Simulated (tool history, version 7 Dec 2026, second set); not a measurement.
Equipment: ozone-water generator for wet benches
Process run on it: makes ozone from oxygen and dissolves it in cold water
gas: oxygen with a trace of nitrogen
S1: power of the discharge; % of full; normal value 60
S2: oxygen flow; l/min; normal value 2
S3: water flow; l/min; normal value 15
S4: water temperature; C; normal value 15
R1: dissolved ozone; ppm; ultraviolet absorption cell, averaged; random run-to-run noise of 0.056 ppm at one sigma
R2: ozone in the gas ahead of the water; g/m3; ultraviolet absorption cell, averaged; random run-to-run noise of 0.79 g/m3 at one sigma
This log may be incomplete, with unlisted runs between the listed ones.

run	hour	S1	S2	S3	S4	R1	R2
1	0	60	2	15	15	7.95	124.3
2	39.9	60	2	11	15	10.87	124.2
3	87.9	60	2	15	15	7.89	124.9
4	124.7	60	2	15	15	8.03	122.5
5	167.6	60	2	15	15	7.96	123.9
6	214.3	60	2	15	15	7.97	124.1
7	266.1	60	2	20	15	5.61	124.2
8	301.1	60	2	15	15	7.97	124.1
9	332.1	60	2	15	15	7.89	125.3
10	363.8	60	2	15	11	8.28	125.1
11	400.5	60	2	15	15	8.05	123.8
12	442.2	60	2	15	15	7.95	124.7
13	497.3	60	2.81	15	15	8.68	108
14	549.9	60	2	15	15	7.99	125.3
15	581.2	60	2	15	15	7.95	124.7
16	633	60	2	15	15	7.98	125.8
17	657.3	60	2.7	15	12	8.87	108.6
18	682.2	58	2.7	9	12	13.96	105.3
19	734.8	58	2.7	9	12	13.9	105.1
20	776.5	60	1.75	15	15	7.66	132.3
21	802.1	81	1.75	15	20	9.69	174.8
22	844.5	60	1.84	22	15	4.97	129
23	897.9	60	1.84	22	15	4.92	129.1
24	947.9	51	2	18	15	5.52	107.5
25	995	60	2	15	21	7.44	125.5
26	1046	60	2.07	16	8	7.82	123.2
27	1078.7	60	2.07	16	8	7.78	123.8
28	1134.7	60	2.87	15	12	8.86	106.1
29	1176.8	60	2.87	15	12	8.89	105.3
30	1203.4	60	2.87	14	7	10.11	106.8
31	1256	60	2	10	22	11.08	125.7
32	1290	41	2.63	10	16	8.67	77.8

The log once held 1 entry between its listed runs, left out of this copy. Where does each go, and what is different about the tool's unlogged condition between the listed run before it and the listed run after it?
Runs 6 to 7: contactor cleaned (hour 235.8)
  contactor's efficiency, % of a clean one's: 99.9 -> 100
